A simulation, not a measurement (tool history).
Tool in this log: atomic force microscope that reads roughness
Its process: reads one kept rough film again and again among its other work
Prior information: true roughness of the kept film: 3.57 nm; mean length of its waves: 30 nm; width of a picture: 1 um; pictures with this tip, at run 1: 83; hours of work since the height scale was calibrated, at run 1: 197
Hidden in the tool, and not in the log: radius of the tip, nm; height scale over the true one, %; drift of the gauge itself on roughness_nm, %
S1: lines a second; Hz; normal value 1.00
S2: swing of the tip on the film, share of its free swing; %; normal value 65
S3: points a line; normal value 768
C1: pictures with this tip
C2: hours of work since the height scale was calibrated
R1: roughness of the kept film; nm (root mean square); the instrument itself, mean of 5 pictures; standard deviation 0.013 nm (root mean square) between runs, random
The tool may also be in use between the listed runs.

run   hour    S1  S2   S3   C1   C2     R1
  1    0.0  1.00  65  768   83  197  3.073
  2   10.5  1.00  65  768   97  203  3.083
  3   21.6  0.83  65  768  111  209  3.080
  4   31.6  0.83  65  566  124  214  3.088
  5   39.9  0.83  65  566  135  219  3.093
  6   51.0  0.83  65  474  150  225  3.086
  7   57.2  0.83  65  474  158  228  3.106
  8   64.3  0.83  65  627  167  232  3.107
  9   69.3  1.00  65  768  174  235  3.092
 10   77.1  1.00  65  768  184  239  3.046
      80.1  -- new tip fitted
 11   82.8  1.00  65  768    4  242  3.114
 12   92.8  1.00  65  768   17  247  3.106
 13   99.2  1.00  65  768   25  251  3.078
 14  106.7  1.00  65  768   35  255  3.047
 15  116.6  1.00  55  768   48  260  3.144
 16  122.6  1.00  65  768   56  263  3.069
 17  134.2  1.00  73  768   71  269  3.008
 18  146.2  1.00  73  768   87  276  3.021
 19  153.0  0.58  65  768   96  280  3.132
 20  163.1  0.58  65  768  109  285  3.122
 21  174.3  0.58  65  768  123  291  3.125
 22  184.0  0.58  65  768  136  296  3.142
 23  195.9  0.58  65  768  152  303  3.117
 24  201.6  1.00  65  768  159  306  3.085
 25  207.6  1.00  65  768  167  309  3.065
 26  217.5  1.00  65  768  180  315  3.111
     223.9  -- new tip fitted
 27  224.5  1.00  65  768    0  318  3.093
 28  235.3  1.00  65  716   15  324  3.083
 29  245.6  1.00  68  320   28  329  3.034
 30  255.4  1.00  68  320   41  335  3.056
 31  261.8  2.68  65  327   49  338  2.870
 32  267.5  2.68  81  327   57  341  2.527
 33  275.8  2.68  81  327   68  346  2.521
 34  285.9  2.68  68  281   81  351  2.810
 35  292.7  1.00  66  905   90  355  3.091
 36  303.3  1.21  82  768  104  361  2.824
 37  310.7  1.21  73  432  113  365  2.960
 38  321.6  1.21  68  306  127  371  3.000
 39  330.0  2.93  63  768  138  375  2.889
 40  339.2  1.00  69  302  150  380  3.030
 41  350.9  0.73  81  501  166  386  2.980
 42  357.8  1.95  65  768  175  390  2.955
     367.3  -- new tip fitted
 43  368.2  1.95  65  768    1  396  2.980
 44  375.6  3.81  60  768   10  399  2.893
 45  381.1  0.83  63  768   18  402  3.112
 46  386.1  0.51  89  430   24  405  2.978
 47  395.1  0.70  78  402   36  410  3.022
 48  402.5  0.70  78  402   46  414  3.013
 49  413.1  1.24  65  768   60  420  3.051
 50  419.6  1.24  65  768   68  423  3.064
 51  425.1  1.24  65  768   75  426  3.065
 52  432.5  1.24  65  768   85  430  3.054
 53  438.0  1.24  65  768   92  433  3.068
 54  449.8  1.24  65  768  108  440  3.055
 55  457.5  1.24  65  768  118  444  3.057

Predict each of these 3 candidate next runs independently; none follows another, all start after run 55:
  A  462.5  1.45  86  506  124  447   ?
  B  462.5  3.93  65  720  124  447   ?
  C  462.5  1.24  87  768  124  447   ?

run     R1
  A  2.699
  B  2.767
  C  2.755
What these runs would have given with no unlogged condition in the tool:
run     R1
  A  2.707
  B  2.776
  C  2.763
